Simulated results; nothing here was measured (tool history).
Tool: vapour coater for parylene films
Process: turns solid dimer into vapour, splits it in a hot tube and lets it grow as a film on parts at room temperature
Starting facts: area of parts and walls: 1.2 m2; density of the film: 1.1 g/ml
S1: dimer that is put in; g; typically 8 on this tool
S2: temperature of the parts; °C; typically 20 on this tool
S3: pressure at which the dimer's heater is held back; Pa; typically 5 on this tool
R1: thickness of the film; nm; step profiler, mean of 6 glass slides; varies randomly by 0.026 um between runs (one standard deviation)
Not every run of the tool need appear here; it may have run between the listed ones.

{"run": 1, "hour": 0.0, "S1": 8, "S2": 20, "S3": 5, "R1": 4120}
{"run": 2, "hour": 42.5, "S1": 4, "S2": 20, "S3": 5, "R1": 2000}
{"run": 3, "hour": 81.8, "S1": 4, "S2": 20, "S3": 5, "R1": 2000}
{"run": 4, "hour": 136.3, "S1": 4, "S2": 20, "S3": 5, "R1": 1940}
{"run": 5, "hour": 188.1, "S1": 4, "S2": 20, "S3": 5, "R1": 1950}
{"run": 6, "hour": 217.0, "S1": 4, "S2": 20, "S3": 5, "R1": 1930}
{"run": 7, "hour": 261.8, "S1": 4, "S2": 20, "S3": 5, "R1": 1900}
{"run": 8, "hour": 315.4, "S1": 8, "S2": 20, "S3": 5.28, "R1": 3680}
{"run": 9, "hour": 353.9, "S1": 8, "S2": 14, "S3": 5.28, "R1": 4270}
{"hour": 398.2, "done": "trap's valve overhauled"}
{"run": 10, "hour": 412.7, "S1": 8, "S2": 31, "S3": 5.28, "R1": 2990}
{"run": 11, "hour": 442.0, "S1": 8, "S2": 31, "S3": 5.28, "R1": 2980}
{"run": 12, "hour": 501.1, "S1": 8, "S2": 31, "S3": 5.28, "R1": 2970}
{"run": 13, "hour": 531.1, "S1": 8, "S2": 31, "S3": 5.28, "R1": 2930}
{"hour": 580.1, "done": "table's thermometer calibrated"}
{"run": 14, "hour": 584.8, "S1": 8, "S2": 31, "S3": 5.28, "R1": 2830}
{"run": 15, "hour": 621.3, "S1": 8, "S2": 27, "S3": 5, "R1": 3130}
{"run": 16, "hour": 653.0, "S1": 8, "S2": 27, "S3": 5, "R1": 3150}
{"run": 17, "hour": 686.8, "S1": 8, "S2": 27, "S3": 5, "R1": 3130}
{"run": 18, "hour": 724.7, "S1": 8, "S2": 27, "S3": 5, "R1": 3080}
{"run": 19, "hour": 754.9, "S1": 8, "S2": 27, "S3": 5, "R1": 3050}
{"hour": 783.0, "done": "table's thermometer calibrated, once more"}
{"run": 20, "hour": 792.4, "S1": 4, "S2": 20, "S3": 5, "R1": 1920}
{"run": 21, "hour": 841.7, "S1": 7, "S2": 26, "S3": 5.9, "R1": 2700}
{"hour": 871.0, "done": "trap's valve overhauled"}
{"run": 22, "hour": 889.0, "S1": 9, "S2": 29, "S3": 6.37, "R1": 3540}
{"run": 23, "hour": 935.1, "S1": 6, "S2": 16, "S3": 5, "R1": 3500}
{"run": 24, "hour": 962.2, "S1": 8, "S2": 16, "S3": 2.29, "R1": 5590}
{"run": 25, "hour": 1013.5, "S1": 8, "S2": 16, "S3": 2.29, "R1": 5440}
{"run": 26, "hour": 1056.1, "S1": 4, "S2": 16, "S3": 3.39, "R1": 2470}
{"run": 27, "hour": 1100.2, "S1": 8, "S2": 18, "S3": 5.26, "R1": 4170}
{"run": 28, "hour": 1152.7, "S1": 8, "S2": 18, "S3": 5.26, "R1": 4090}
{"run": 29, "hour": 1206.5, "S1": 8, "S2": 18, "S3": 5.26, "R1": 4040}
{"run": 30, "hour": 1239.0, "S1": 3, "S2": 18, "S3": 4.49, "R1": 1560}
{"run": 31, "hour": 1284.4, "S1": 4, "S2": 29, "S3": 10.12, "R1": 1250}
{"run": 32, "hour": 1317.2, "S1": 6, "S2": 20, "S3": 5, "R1": 2840}
{"hour": 1344.4, "done": "trap's valve overhauled"}
{"run": 33, "hour": 1376.6, "S1": 4, "S2": 18, "S3": 5.95, "R1": 2110}
{"run": 34, "hour": 1401.3, "S1": 4, "S2": 21, "S3": 5.95, "R1": 1950}
{"run": 35, "hour": 1454.4, "S1": 4, "S2": 21, "S3": 5.95, "R1": 1870}
{"run": 36, "hour": 1508.2, "S1": 11, "S2": 17, "S3": 3.03, "R1": 6820}
{"run": 37, "hour": 1548.7, "S1": 11, "S2": 17, "S3": 3.03, "R1": 6660}
{"run": 38, "hour": 1603.8, "S1": 11, "S2": 19, "S3": 6.01, "R1": 5330}
{"run": 39, "hour": 1664.4, "S1": 5, "S2": 21, "S3": 6.63, "R1": 2210}

Below are 4 alternative next runs, each starting from the tool's condition after run 39. Predict each:
{"run": "A", "hour": 1708.9, "S1": 4, "S2": 16, "S3": 3.83, "R1": "?"}
{"run": "B", "hour": 1708.9, "S1": 9, "S2": 20, "S3": 2.45, "R1": "?"}
{"run": "C", "hour": 1708.9, "S1": 8, "S2": 20, "S3": 2.96, "R1": "?"}
{"run": "D", "hour": 1708.9, "S1": 5, "S2": 21, "S3": 3.94, "R1": "?"}

run=A R1=2250
run=B R1=5100
run=C R1=4320
run=D R1=2460
Without the tool's unlogged condition, the same runs would have read:
run=A R1=2510
run=B R1=5680
run=C R1=4810
run=D R1=2740

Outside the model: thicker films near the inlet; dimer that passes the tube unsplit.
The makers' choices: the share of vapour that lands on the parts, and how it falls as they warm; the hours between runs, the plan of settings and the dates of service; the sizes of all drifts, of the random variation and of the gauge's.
